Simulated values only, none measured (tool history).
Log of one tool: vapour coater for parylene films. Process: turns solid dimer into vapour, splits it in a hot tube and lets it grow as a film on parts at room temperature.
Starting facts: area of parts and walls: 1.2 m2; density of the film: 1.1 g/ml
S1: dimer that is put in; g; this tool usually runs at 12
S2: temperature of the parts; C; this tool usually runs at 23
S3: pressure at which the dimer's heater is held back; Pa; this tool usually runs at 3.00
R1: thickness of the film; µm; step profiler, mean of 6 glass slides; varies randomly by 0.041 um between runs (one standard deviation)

Run 1, day 0.000: usual settings. Result: R1 7.69 µm.
Run 2, day 0.758: usual settings. Result: R1 7.84 µm.
Run 3, day 1.283: usual settings. Result: R1 7.72 µm.
Run 4, day 1.992: usual settings. Result: R1 7.78 µm.
Run 5, day 2.346: usual settings. Result: R1 7.72 µm.
Run 6, day 2.958: usual settings but S1 7 g. Result: R1 4.52 µm.
Run 7, day 3.454: usual settings but S1 17 g. Result: R1 11.04 µm.
Run 8, day 4.208: usual settings but S1 17 g. Result: R1 11.16 µm.
Run 9, day 4.646: usual settings but S1 17 g. Result: R1 10.97 µm.
Run 10, day 5.292: usual settings but S1 17 g. Result: R1 10.98 µm.
Run 11, day 5.650: usual settings but S2 27 C. Result: R1 6.55 µm.
Run 12, day 6.046: usual settings but S2 21 C, S3 7.41 Pa. Result: R1 7.14 µm.
Run 13, day 6.762: usual settings but S1 7 g, S2 21 C, S3 11.65 Pa. Result: R1 3.84 µm.
Run 14, day 7.108: usual settings but S1 7 g, S2 21 C, S3 11.65 Pa. Result: R1 3.83 µm.
Run 15, day 7.825: usual settings but S1 7 g, S2 28 C, S3 6.12 Pa. Result: R1 3.23 µm.
Run 16, day 8.467: usual settings but S1 7 g, S2 28 C, S3 6.12 Pa. Result: R1 3.26 µm.
Run 17, day 9.117: usual settings but S3 10.90 Pa. Result: R1 6.18 µm.
Run 18, day 9.571: usual settings but S3 10.90 Pa. Result: R1 6.13 µm.
Run 19, day 9.908: usual settings but S1 17 g, S2 17 C, S3 2.07 Pa. Result: R1 12.81 µm.
Run 20, day 10.304: usual settings but S1 19 g. Result: R1 12.50 µm.
Run 21, day 10.708: usual settings but S1 19 g, S2 18 C, S3 5.12 Pa. Result: R1 13.93 µm.

Alternative continuations, all from the tool just after run 21; predict every row:
Run A, day 11.229: usual settings but S1 8 g, S2 16 C, S3 7.29 Pa. Result: R1 ?.
Run B, day 11.229: usual settings but S1 13 g, S2 19 C, S3 8.87 Pa. Result: R1 ?.
Run C, day 11.229: usual settings but S1 16 g, S2 20 C, S3 2.23 Pa. Result: R1 ?.
Run D, day 11.229: usual settings but S1 6 g, S2 18 C, S3 2.49 Pa. Result: R1 ?.

run     R1
  A   5.99
  B   8.20
  C  12.19
  D   4.52
Take away the tool's hidden state, keep each run's random variation, and the runs would have read:
run     R1
  A   5.87
  B   8.04
  C  11.94
  D   4.43
